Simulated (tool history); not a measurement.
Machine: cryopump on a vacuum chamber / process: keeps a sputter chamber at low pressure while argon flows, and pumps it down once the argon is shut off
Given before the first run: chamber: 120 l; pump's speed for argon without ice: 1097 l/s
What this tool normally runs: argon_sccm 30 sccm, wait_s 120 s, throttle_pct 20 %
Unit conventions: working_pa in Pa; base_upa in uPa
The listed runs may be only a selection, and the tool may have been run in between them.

| run | hour | argon_sccm | wait_s | throttle_pct | working_pa | base_upa |
|---|---|---|---|---|---|---|
| 1 | 0 | 30 | 120 | 20 | 0.233 | 0.94 |
| 2 | 28.4 | 30 | 120 | 60 | 0.0784 | 0.97 |
| 3 | 46.2 | 30 | 120 | 20 | 0.2341 | 0.98 |
| 4 | 70.6 | 30 | 120 | 20 | 0.2323 | 1.02 |
| 5 | 92.8 | 30 | 120 | 20 | 0.234 | 1 |
| 6 | 109.7 | 24 | 120 | 20 | 0.1874 | 0.93 |
| 7 | 132.9 | 51 | 179 | 38 | 0.2107 | 0.79 |
| 8 | 150 | 51 | 179 | 27 | 0.2976 | 0.88 |
| 9 | 168 | 30 | 227 | 29 | 0.1609 | 0.74 |
| 10 | 183.8 | 30 | 52 | 42 | 0.1133 | 1.61 |
| 11 | 206.1 | 36 | 65 | 19 | 0.296 | 1.38 |
| 12 | 225.2 | 39 | 297 | 15 | 0.4026 | 0.73 |

Alternative continuations, all from the tool just after run 12; predict every row:
| A | 247.6 | 30 | 120 | 28 | ? | ? |
| B | 247.6 | 30 | 30 | 20 | ? | ? |
| C | 247.6 | 39 | 297 | 20 | ? | ? |
| D | 247.6 | 36 | 248 | 26 | ? | ? |

| run | working_pa | base_upa |
|---|---|---|
| A | 0.1686 | 1.03 |
| B | 0.2337 | 2.41 |
| C | 0.302 | 0.72 |
| D | 0.2165 | 0.74 |
Without the tool's unlogged condition, the same runs would have read:
| run | working_pa | base_upa |
|---|---|---|
| A | 0.1657 | 0.77 |
| B | 0.2308 | 2.16 |
| C | 0.2983 | 0.47 |
| D | 0.213 | 0.49 |
